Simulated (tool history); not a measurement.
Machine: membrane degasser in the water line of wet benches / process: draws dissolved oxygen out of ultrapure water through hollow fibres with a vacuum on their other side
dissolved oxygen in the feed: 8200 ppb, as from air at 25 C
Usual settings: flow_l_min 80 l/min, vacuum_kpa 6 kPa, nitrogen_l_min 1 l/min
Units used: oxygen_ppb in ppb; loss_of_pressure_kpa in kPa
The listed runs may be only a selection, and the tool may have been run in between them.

run,hour,flow_l_min,vacuum_kpa,nitrogen_l_min,oxygen_ppb,loss_of_pressure_kpa
1,0,80,6,1,370.6,61.15
2,26.9,66,6,1,321.2,50.5
3,58.2,80,10.37,1,895.7,61.02
4,106.7,80,10.37,1,893.1,60.91
5,161.6,80,10.37,1,894.4,61.2
6,201.1,80,6,1,370.8,60.92
7,257.4,80,6,1,370.3,60.78
8,311.5,57,6,1,290,43.29
9,359.7,80,6,1,369,61.12
10,397.3,80,6,1,370.6,61.11
11,432.2,80,6,1,370.5,61.3
12,472.4,80,6,1,370.7,61.36
13,501.6,80,13.09,1,1190.5,61.06
14,534.6,49,13.09,1,855.1,37.55
15,592,50,13.09,1,865,38.13
16,638.1,104,13.09,1,1399.5,80.04
17,687.1,104,13.09,1,1395.5,79.12
18,728.5,75,7.18,1.29,418.3,57
19,758.5,75,7.18,1.29,417.3,57.78
20,792.1,57,14.45,1.05,1036.8,43.7
21,834.9,57,14.45,1.05,1032.2,43.48
22,860.8,57,14.45,1.05,1037.8,43.22
23,897.7,86,6,0.91,414.9,65.38

What does the tool deliver on the next run?
24,942.8,80,13.32,1,?,?

Logged for run 24: oxygen_ppb 1220.5 ppb, loss_of_pressure_kpa 61.49 kPa.
Take away the tool's hidden state, keep the run-to-run variation as it was, and the same run would have given oxygen_ppb 1221.2 ppb, loss_of_pressure_kpa 60.69 kPa.
